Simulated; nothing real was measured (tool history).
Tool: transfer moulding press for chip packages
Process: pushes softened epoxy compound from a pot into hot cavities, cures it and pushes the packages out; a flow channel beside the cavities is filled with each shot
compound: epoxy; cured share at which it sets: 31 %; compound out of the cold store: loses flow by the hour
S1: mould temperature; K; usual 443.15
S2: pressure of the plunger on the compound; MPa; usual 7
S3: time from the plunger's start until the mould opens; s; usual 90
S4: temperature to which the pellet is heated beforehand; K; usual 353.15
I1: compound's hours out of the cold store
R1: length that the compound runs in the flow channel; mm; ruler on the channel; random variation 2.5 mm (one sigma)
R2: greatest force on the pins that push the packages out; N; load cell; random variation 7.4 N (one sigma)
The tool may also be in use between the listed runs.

| run | hour | S1 | S2 | S3 | S4 | I1 | R1 | R2 |
|---|---|---|---|---|---|---|---|---|
| 1 | 0 | 443.15 | 7 | 90 | 353.15 | 35 | 673 | 313 |
| 2 | 21.6 | 443.15 | 7 | 90 | 353.15 | 17.8 | 724 | 390 |
| 3 | 53.8 | 443.15 | 7 | 90 | 353.15 | 47.8 | 634 | 455 |
|  | 80.2 | cavities cleaned with cleaning compound and waxed |
| 4 | 82 | 443.15 | 7 | 90 | 353.15 | 43.5 | 644 | 314 |
| 5 | 105.5 | 443.15 | 7 | 90 | 353.15 | 40 | 652 | 392 |
|  | 110.3 | plunger's sealing rings changed |
| 6 | 131.9 | 443.15 | 7 | 90 | 346.15 | 44.1 | 656 | 440 |
|  | 162.3 | cavities cleaned with cleaning compound and waxed |
| 7 | 167.6 | 443.15 | 7 | 90 | 346.15 | 44.1 | 649 | 329 |
| 8 | 183.1 | 443.15 | 8.25 | 90 | 353.15 | 43.6 | 708 | 377 |
|  | 187.7 | mould's thermocouples calibrated |
| 9 | 221.1 | 443.15 | 8.25 | 129 | 353.15 | 18.1 | 787 | 404 |
|  | 243.6 | cavities cleaned with cleaning compound and waxed |
| 10 | 258.7 | 443.15 | 7 | 74 | 353.15 | 25.7 | 700 | 484 |
| 11 | 294.6 | 443.15 | 7 | 74 | 353.15 | 28.7 | 683 | 588 |
|  | 323.1 | cavities cleaned with cleaning compound and waxed |
| 12 | 323.1 | 443.15 | 7 | 74 | 353.15 | 38.5 | 658 | 404 |
|  | 328 | plunger's sealing rings changed |
| 13 | 351 | 443.15 | 5.3 | 90 | 353.15 | 34.5 | 595 | 386 |
| 14 | 370.7 | 443.15 | 5.3 | 90 | 353.15 | 46 | 562 | 411 |
|  | 399.1 | mould's thermocouples calibrated, once more |
|  | 406.8 | cavities cleaned with cleaning compound and waxed |
| 15 | 406.8 | 443.15 | 5.3 | 90 | 353.15 | 14.3 | 644 | 328 |
| 16 | 443.2 | 445.15 | 8.61 | 83 | 345.15 | 25.8 | 777 | 466 |
| 17 | 480.1 | 443.15 | 7 | 87 | 345.15 | 46.4 | 637 | 511 |
|  | 487.4 | cavities cleaned with cleaning compound and waxed |
| 18 | 502.9 | 443.15 | 7 | 87 | 345.15 | 38.9 | 654 | 390 |
| 19 | 536.4 | 448.15 | 6.51 | 107 | 345.15 | 30.5 | 646 | 407 |
|  | 544.1 | plunger's sealing rings changed |
| 20 | 563.7 | 450.15 | 6.51 | 107 | 345.15 | 36.9 | 643 | 428 |
|  | 569.6 | cavities cleaned with cleaning compound and waxed |
| 21 | 580.5 | 445.15 | 6.77 | 95 | 362.15 | 41.5 | 642 | 321 |
| 22 | 612.4 | 450.15 | 5.84 | 114 | 355.15 | 16.8 | 657 | 386 |
|  | 649.6 | cavities cleaned with cleaning compound and waxed |
| 23 | 650.1 | 443.15 | 7 | 84 | 347.15 | 11.9 | 748 | 361 |
| 24 | 680.7 | 443.15 | 7 | 84 | 347.15 | 10.7 | 748 | 471 |
| 25 | 700.1 | 443.15 | 7 | 96 | 353.15 | 24.8 | 700 | 431 |
|  | 730.1 | cavities cleaned with cleaning compound and waxed |
| 26 | 730.1 | 447.15 | 7 | 90 | 345.15 | 36.4 | 659 | 279 |
| 27 | 746.7 | 447.15 | 7 | 90 | 345.15 | 37.3 | 654 | 343 |

Forecast each of these 3 alternatives for the next run:
|  | 761.7 | plunger's sealing rings changed |
| A | 780.5 | 443.15 | 7 | 116 | 360.15 | 14.7 | ? | ? |
|  | 761.7 | plunger's sealing rings changed |
| B | 780.5 | 447.15 | 7.22 | 90 | 345.15 | 39.2 | ? | ? |
|  | 761.7 | plunger's sealing rings changed |
| C | 780.5 | 443.15 | 7 | 90 | 361.15 | 25.9 | ? | ? |

| run | R1 | R2 |
|---|---|---|
| A | 746 | 400 |
| B | 673 | 415 |
| C | 709 | 440 |
Without the tool's hidden state the same runs would have given:
| run | R1 | R2 |
|---|---|---|
| A | 749 | 271 |
| B | 676 | 282 |
| C | 711 | 300 |
